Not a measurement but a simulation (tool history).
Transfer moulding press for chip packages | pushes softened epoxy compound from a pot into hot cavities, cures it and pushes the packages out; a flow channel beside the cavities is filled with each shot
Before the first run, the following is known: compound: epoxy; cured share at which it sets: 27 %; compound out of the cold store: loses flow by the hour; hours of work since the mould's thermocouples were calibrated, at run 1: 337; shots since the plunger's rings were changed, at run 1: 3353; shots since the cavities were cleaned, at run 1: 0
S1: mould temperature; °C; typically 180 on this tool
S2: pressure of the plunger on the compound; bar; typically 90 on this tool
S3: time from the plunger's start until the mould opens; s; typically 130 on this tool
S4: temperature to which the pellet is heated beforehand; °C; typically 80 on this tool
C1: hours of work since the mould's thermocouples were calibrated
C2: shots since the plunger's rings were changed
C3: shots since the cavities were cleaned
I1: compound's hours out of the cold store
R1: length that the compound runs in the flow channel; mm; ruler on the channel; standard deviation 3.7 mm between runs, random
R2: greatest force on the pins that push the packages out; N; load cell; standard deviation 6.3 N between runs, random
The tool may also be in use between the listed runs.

run 1 hour=0 | S1=180 S2=90 S3=130 S4=80 | C1=337 C2=3353 C3=0 | I1=26 | R1=586 R2=259
-- hour=54.2 cavities cleaned with cleaning compound and waxed
run 2 hour=57.8 | S1=180 S2=90 S3=130 S4=80 | C1=374 C2=3895 C3=35 | I1=44.7 | R1=510 R2=266
-- hour=83.7 plunger's sealing rings changed
run 3 hour=92 | S1=180 S2=90 S3=130 S4=80 | C1=395 C2=81 C3=341 | I1=22.7 | R1=629 R2=411
-- hour=111.1 cavities cleaned with cleaning compound and waxed
run 4 hour=139.3 | S1=180 S2=90 S3=130 S4=80 | C1=425 C2=522 C3=272 | I1=34.2 | R1=578 R2=367
-- hour=167.3 mould's thermocouples calibrated
-- hour=168.8 cavities cleaned with cleaning compound and waxed
run 5 hour=175.7 | S1=180 S2=90 S3=130 S4=80 | C1=5 C2=839 C3=67 | I1=27.2 | R1=601 R2=285
run 6 hour=209.3 | S1=172 S2=90 S3=130 S4=80 | C1=27 C2=1162 C3=390 | I1=32.9 | R1=592 R2=586
-- hour=225 cavities cleaned with cleaning compound and waxed
run 7 hour=257.5 | S1=180 S2=90 S3=113 S4=80 | C1=57 C2=1612 C3=313 | I1=33.2 | R1=569 R2=475
-- hour=281 cavities cleaned with cleaning compound and waxed
run 8 hour=302.2 | S1=180 S2=90 S3=113 S4=80 | C1=86 C2=2029 C3=205 | I1=32.7 | R1=574 R2=422
-- hour=336.8 cavities cleaned with cleaning compound and waxed
run 9 hour=360.2 | S1=180 S2=102 S3=130 S4=80 | C1=123 C2=2573 C3=226 | I1=12.2 | R1=686 R2=362
-- hour=392.1 cavities cleaned with cleaning compound and waxed
run 10 hour=392.1 | S1=180 S2=102 S3=130 S4=80 | C1=143 C2=2866 C3=0 | I1=12.8 | R1=692 R2=264
-- hour=444.8 cavities cleaned with cleaning compound and waxed
run 11 hour=447.3 | S1=180 S2=102 S3=130 S4=80 | C1=178 C2=3383 C3=24 | I1=29.4 | R1=603 R2=273
run 12 hour=494.4 | S1=180 S2=102 S3=130 S4=80 | C1=209 C2=3837 C3=478 | I1=45.7 | R1=532 R2=413
-- hour=499.6 cavities cleaned with cleaning compound and waxed
run 13 hour=524.5 | S1=180 S2=90 S3=131 S4=80 | C1=228 C2=4112 C3=240 | I1=10.9 | R1=647 R2=373
-- hour=531.4 plunger's sealing rings changed
-- hour=558 cavities cleaned with cleaning compound and waxed
run 14 hour=574.5 | S1=180 S2=90 S3=131 S4=80 | C1=259 C2=400 C3=159 | I1=37.5 | R1=561 R2=318
-- hour=610.8 cavities cleaned with cleaning compound and waxed
run 15 hour=633.9 | S1=178 S2=95.6 S3=130 S4=80 | C1=297 C2=958 C3=223 | I1=28.2 | R1=620 R2=379
-- hour=662.4 cavities cleaned with cleaning compound and waxed
run 16 hour=667.2 | S1=188 S2=99.7 S3=134 S4=74 | C1=318 C2=1264 C3=45 | I1=29.9 | R1=603 R2=227
-- hour=715.1 cavities cleaned with cleaning compound and waxed
run 17 hour=723 | S1=173 S2=99.6 S3=134 S4=76 | C1=353 C2=1787 C3=75 | I1=17.8 | R1=681 R2=454
run 18 hour=759.5 | S1=185 S2=99.6 S3=134 S4=76 | C1=377 C2=2139 C3=427 | I1=9.5 | R1=697 R2=357
-- hour=768.4 cavities cleaned with cleaning compound and waxed
run 19 hour=807.3 | S1=185 S2=99.6 S3=134 S4=76 | C1=408 C2=2585 C3=375 | I1=15.9 | R1=668 R2=341
-- hour=820.4 cavities cleaned with cleaning compound and waxed
run 20 hour=843.9 | S1=176 S2=90 S3=130 S4=80 | C1=431 C2=2923 C3=226 | I1=32.2 | R1=568 R2=431
-- hour=862.7 mould's thermocouples calibrated
-- hour=877.5 cavities cleaned with cleaning compound and waxed
run 21 hour=882.4 | S1=180 S2=90 S3=137 S4=78 | C1=12 C2=3260 C3=47 | I1=35.9 | R1=547 R2=259
run 22 hour=917.2 | S1=180 S2=90 S3=137 S4=78 | C1=35 C2=3596 C3=383 | I1=39.2 | R1=527 R2=356
-- hour=929.4 cavities cleaned with cleaning compound and waxed
run 23 hour=955.9 | S1=180 S2=90 S3=137 S4=78 | C1=59 C2=3954 C3=256 | I1=34.2 | R1=541 R2=320

Predict the results of run 24:
-- hour=976.7 plunger's sealing rings changed
-- hour=986.2 cavities cleaned with cleaning compound and waxed
run 24 hour=1000.7 | S1=184 S2=90 S3=137 S4=81 | C1=86 C2=216 C3=140 | I1=9 | R1=? R2=?

R1: 682 mm
R2: 275 N
Take away the tool's hidden state, keep the run-to-run variation as it was, and the same run would have given R1 685 mm, R2 216 N.
